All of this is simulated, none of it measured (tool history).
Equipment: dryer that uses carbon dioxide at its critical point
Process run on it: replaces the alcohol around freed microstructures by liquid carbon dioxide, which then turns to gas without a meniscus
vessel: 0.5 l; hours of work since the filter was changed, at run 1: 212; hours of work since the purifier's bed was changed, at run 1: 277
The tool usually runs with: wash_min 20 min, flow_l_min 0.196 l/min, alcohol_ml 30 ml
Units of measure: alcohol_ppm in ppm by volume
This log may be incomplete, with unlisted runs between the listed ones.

| run | day | wash_min | flow_l_min | alcohol_ml | hours of work since the filter was changed | hours of work since the purifier's bed was changed | alcohol_ppm |
|---|---|---|---|---|---|---|---|
| 1 | 0.000 | 20 | 0.196 | 30 | 212 | 277 | 570 |
| 2 | 0.412 | 18 | 0.196 | 30 | 218 | 284 | 900 |
| 3 | 0.704 | 20 | 0.194 | 30 | 223 | 288 | 635 |
| 4 | 1.138 | 20 | 0.194 | 30 | 229 | 295 | 627 |
| 5 | 1.379 | 20 | 0.194 | 30 | 233 | 299 | 656 |
| 6 | 1.850 | 24 | 0.196 | 30 | 241 | 306 | 269 |
|  | 2.029 | inlet filter changed |
| 7 | 2.275 | 24 | 0.196 | 30 | 4 | 312 | 119 |
| 8 | 2.725 | 24 | 0.196 | 30 | 11 | 319 | 102 |
| 9 | 3.054 | 24 | 0.196 | 53 | 16 | 324 | 178 |
| 10 | 3.425 | 20 | 0.134 | 30 | 22 | 330 | 1678 |
| 11 | 3.758 | 20 | 0.134 | 30 | 27 | 335 | 1738 |
| 12 | 4.204 | 20 | 0.134 | 30 | 34 | 342 | 1755 |
| 13 | 4.571 | 20 | 0.134 | 30 | 40 | 348 | 1795 |
| 14 | 4.883 | 20 | 0.134 | 30 | 44 | 353 | 1811 |
| 15 | 5.117 | 20 | 0.134 | 30 | 48 | 356 | 1796 |
| 16 | 5.488 | 20 | 0.134 | 21 | 54 | 362 | 1283 |
| 17 | 5.733 | 20 | 0.134 | 21 | 58 | 366 | 1329 |
| 18 | 6.162 | 20 | 0.134 | 21 | 64 | 373 | 1340 |
| 19 | 6.575 | 20 | 0.230 | 30 | 71 | 379 | 142 |
| 20 | 6.958 | 20 | 0.230 | 30 | 77 | 385 | 141 |
| 21 | 7.446 | 20 | 0.230 | 30 | 84 | 393 | 162 |
| 22 | 7.675 | 20 | 0.230 | 30 | 88 | 396 | 162 |
| 23 | 8.125 | 20 | 0.230 | 30 | 95 | 403 | 167 |
| 24 | 8.550 | 16 | 0.325 | 85 | 102 | 410 | 169 |
| 25 | 8.779 | 29 | 0.196 | 23 | 105 | 413 | 54 |
| 26 | 9.058 | 29 | 0.196 | 23 | 109 | 418 | 63 |
| 27 | 9.417 | 16 | 0.135 | 28 | 115 | 423 | 3792 |
| 28 | 9.754 | 16 | 0.135 | 28 | 120 | 428 | 3774 |
| 29 | 10.225 | 22 | 0.149 | 30 | 128 | 436 | 1021 |
| 30 | 10.742 | 22 | 0.146 | 30 | 136 | 444 | 1162 |
| 31 | 11.204 | 22 | 0.146 | 30 | 143 | 451 | 1195 |
| 32 | 11.450 | 14 | 0.128 | 30 | 147 | 455 | 6695 |
| 33 | 11.996 | 18 | 0.167 | 25 | 155 | 463 | 1230 |
| 34 | 12.242 | 20 | 0.196 | 30 | 159 | 467 | 465 |
| 35 | 12.542 | 20 | 0.196 | 30 | 164 | 472 | 503 |
| 36 | 12.958 | 20 | 0.196 | 30 | 170 | 478 | 497 |
| 37 | 13.375 | 20 | 0.313 | 51 | 177 | 485 | 71 |
| 38 | 13.875 | 20 | 0.324 | 51 | 184 | 493 | 64 |
| 39 | 14.292 | 20 | 0.187 | 51 | 191 | 499 | 1132 |
| 40 | 14.783 | 14 | 0.169 | 30 | 199 | 507 | 3515 |
| 41 | 15.012 | 14 | 0.243 | 43 | 202 | 510 | 1351 |
| 42 | 15.367 | 25 | 0.249 | 35 | 208 | 516 | 74 |
| 43 | 15.600 | 20 | 0.139 | 39 | 211 | 520 | 3007 |
| 44 | 16.017 | 22 | 0.200 | 30 | 218 | 526 | 345 |
| 45 | 16.254 | 22 | 0.199 | 30 | 222 | 530 | 372 |
| 46 | 16.667 | 20 | 0.187 | 28 | 228 | 536 | 720 |

Each row is a separate what-if for the run after 46, all from the same tool condition, not one after another. Results?
| A | 16.979 | 20 | 0.228 | 28 | 233 | 541 | ? |
| B | 16.979 | 20 | 0.154 | 30 | 233 | 541 | ? |
| C | 16.979 | 24 | 0.178 | 28 | 233 | 541 | ? |

| run | alcohol_ppm |
|---|---|
| A | 274 |
| B | 1772 |
| C | 412 |
With the hidden condition removed and each run's random variation left untouched, the same runs would have given:
| run | alcohol_ppm |
|---|---|
| A | 88 |
| B | 893 |
| C | 150 |
